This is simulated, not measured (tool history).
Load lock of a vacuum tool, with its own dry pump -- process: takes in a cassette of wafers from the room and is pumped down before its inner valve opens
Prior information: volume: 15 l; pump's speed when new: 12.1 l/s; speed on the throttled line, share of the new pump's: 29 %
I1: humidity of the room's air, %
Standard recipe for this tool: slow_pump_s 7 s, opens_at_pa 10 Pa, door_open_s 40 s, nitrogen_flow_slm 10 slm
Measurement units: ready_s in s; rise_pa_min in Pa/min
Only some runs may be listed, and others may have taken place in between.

{"run": 1, "hour": 0.0, "slow_pump_s": 7, "opens_at_pa": 10, "door_open_s": 40, "nitrogen_flow_slm": 10, "I1": 44.9, "ready_s": 18.2, "rise_pa_min": 0.068}
{"run": 2, "hour": 364.8, "slow_pump_s": 7, "opens_at_pa": 10, "door_open_s": 40, "nitrogen_flow_slm": 10, "I1": 45.7, "ready_s": 18.6, "rise_pa_min": 0.089}
{"run": 3, "hour": 759.5, "slow_pump_s": 7, "opens_at_pa": 10, "door_open_s": 40, "nitrogen_flow_slm": 10, "I1": 44.6, "ready_s": 18.3, "rise_pa_min": 0.109}
{"run": 4, "hour": 1248.3, "slow_pump_s": 7, "opens_at_pa": 10, "door_open_s": 40, "nitrogen_flow_slm": 10, "I1": 42.7, "ready_s": 18.3, "rise_pa_min": 0.127}
{"run": 5, "hour": 1662.6, "slow_pump_s": 7, "opens_at_pa": 10, "door_open_s": 40, "nitrogen_flow_slm": 10, "I1": 45.1, "ready_s": 18.5, "rise_pa_min": 0.147}
{"hour": 2165.7, "done": "dry pump taken out, an overhauled one fitted"}
{"run": 6, "hour": 2196.1, "slow_pump_s": 7, "opens_at_pa": 10, "door_open_s": 40, "nitrogen_flow_slm": 10, "I1": 47.2, "ready_s": 16.6, "rise_pa_min": 0.186}
{"run": 7, "hour": 2546.8, "slow_pump_s": 7, "opens_at_pa": 10, "door_open_s": 40, "nitrogen_flow_slm": 10, "I1": 45.7, "ready_s": 16.3, "rise_pa_min": 0.214}
{"run": 8, "hour": 2908.6, "slow_pump_s": 7, "opens_at_pa": 16, "door_open_s": 40, "nitrogen_flow_slm": 10, "I1": 42.5, "ready_s": 16, "rise_pa_min": 0.241}
{"run": 9, "hour": 3337.2, "slow_pump_s": 7, "opens_at_pa": 7, "door_open_s": 40, "nitrogen_flow_slm": 10, "I1": 48.2, "ready_s": 17.2, "rise_pa_min": 0.29}
{"run": 10, "hour": 3881.1, "slow_pump_s": 7, "opens_at_pa": 10, "door_open_s": 40, "nitrogen_flow_slm": 10, "I1": 43.3, "ready_s": 16.6, "rise_pa_min": 0.342}
{"run": 11, "hour": 4525.8, "slow_pump_s": 7, "opens_at_pa": 10, "door_open_s": 40, "nitrogen_flow_slm": 10, "I1": 45.1, "ready_s": 16.9, "rise_pa_min": 0.423}
{"run": 12, "hour": 4860.7, "slow_pump_s": 7, "opens_at_pa": 10, "door_open_s": 40, "nitrogen_flow_slm": 10, "I1": 40.3, "ready_s": 16.7, "rise_pa_min": 0.458}
{"run": 13, "hour": 5175.5, "slow_pump_s": 7, "opens_at_pa": 10, "door_open_s": 40, "nitrogen_flow_slm": 10, "I1": 42.2, "ready_s": 16.8, "rise_pa_min": 0.481}
{"run": 14, "hour": 5538.6, "slow_pump_s": 13, "opens_at_pa": 10, "door_open_s": 40, "nitrogen_flow_slm": 16, "I1": 44.8, "ready_s": 20.8, "rise_pa_min": 0.534}
{"run": 15, "hour": 6065.5, "slow_pump_s": 13, "opens_at_pa": 10, "door_open_s": 40, "nitrogen_flow_slm": 16, "I1": 47.1, "ready_s": 20.8, "rise_pa_min": 0.61}
{"hour": 6096.5, "done": "door's seal changed, seat wiped"}
{"run": 16, "hour": 6420.3, "slow_pump_s": 4, "opens_at_pa": 19, "door_open_s": 31, "nitrogen_flow_slm": 5, "I1": 45.7, "ready_s": 13.8, "rise_pa_min": 0.06}
{"run": 17, "hour": 6786.4, "slow_pump_s": 4, "opens_at_pa": 19, "door_open_s": 31, "nitrogen_flow_slm": 5, "I1": 43.9, "ready_s": 14.4, "rise_pa_min": 0.069}
{"run": 18, "hour": 7401.5, "slow_pump_s": 4, "opens_at_pa": 19, "door_open_s": 31, "nitrogen_flow_slm": 5, "I1": 44.8, "ready_s": 14, "rise_pa_min": 0.095}
{"run": 19, "hour": 7830.7, "slow_pump_s": 7, "opens_at_pa": 8, "door_open_s": 127, "nitrogen_flow_slm": 10, "I1": 46.6, "ready_s": 17.2, "rise_pa_min": 0.127}
{"run": 20, "hour": 8397.1, "slow_pump_s": 4, "opens_at_pa": 13, "door_open_s": 64, "nitrogen_flow_slm": 12, "I1": 40.9, "ready_s": 14.7, "rise_pa_min": 0.144}
{"run": 21, "hour": 8758.2, "slow_pump_s": 7, "opens_at_pa": 7, "door_open_s": 40, "nitrogen_flow_slm": 10, "I1": 45.4, "ready_s": 17.7, "rise_pa_min": 0.168}
{"run": 22, "hour": 9128.7, "slow_pump_s": 7, "opens_at_pa": 12, "door_open_s": 104, "nitrogen_flow_slm": 10, "I1": 45.7, "ready_s": 17.1, "rise_pa_min": 0.2}
{"run": 23, "hour": 9454.2, "slow_pump_s": 7, "opens_at_pa": 17, "door_open_s": 63, "nitrogen_flow_slm": 10, "I1": 48.5, "ready_s": 16.5, "rise_pa_min": 0.228}
{"run": 24, "hour": 9793.1, "slow_pump_s": 7, "opens_at_pa": 10, "door_open_s": 40, "nitrogen_flow_slm": 17, "I1": 47.1, "ready_s": 17.5, "rise_pa_min": 0.24}
{"run": 25, "hour": 10344.2, "slow_pump_s": 7, "opens_at_pa": 10, "door_open_s": 128, "nitrogen_flow_slm": 10, "I1": 42.8, "ready_s": 17.3, "rise_pa_min": 0.325}

Here are 4 independent what-if runs from the current tool condition. What would each one return?
{"run": "A", "hour": 10821.6, "slow_pump_s": 7, "opens_at_pa": 10, "door_open_s": 28, "nitrogen_flow_slm": 10, "I1": 43.4, "ready_s": "?", "rise_pa_min": "?"}
{"run": "B", "hour": 10821.6, "slow_pump_s": 4, "opens_at_pa": 12, "door_open_s": 39, "nitrogen_flow_slm": 10, "I1": 47.7, "ready_s": "?", "rise_pa_min": "?"}
{"run": "C", "hour": 10821.6, "slow_pump_s": 6, "opens_at_pa": 10, "door_open_s": 195, "nitrogen_flow_slm": 7, "I1": 44.5, "ready_s": "?", "rise_pa_min": "?"}
{"run": "D", "hour": 10821.6, "slow_pump_s": 7, "opens_at_pa": 10, "door_open_s": 40, "nitrogen_flow_slm": 7, "I1": 42.1, "ready_s": "?", "rise_pa_min": "?"}

run=A ready_s=17.6 rise_pa_min=0.354
run=B ready_s=15.3 rise_pa_min=0.36
run=C ready_s=16.7 rise_pa_min=0.39
run=D ready_s=17.7 rise_pa_min=0.373
Without the tool's unlogged condition, the same runs would have read:
run=A ready_s=16.6 rise_pa_min=0.034
run=B ready_s=14.2 rise_pa_min=0.04
run=C ready_s=15.7 rise_pa_min=0.072
run=D ready_s=16.6 rise_pa_min=0.05
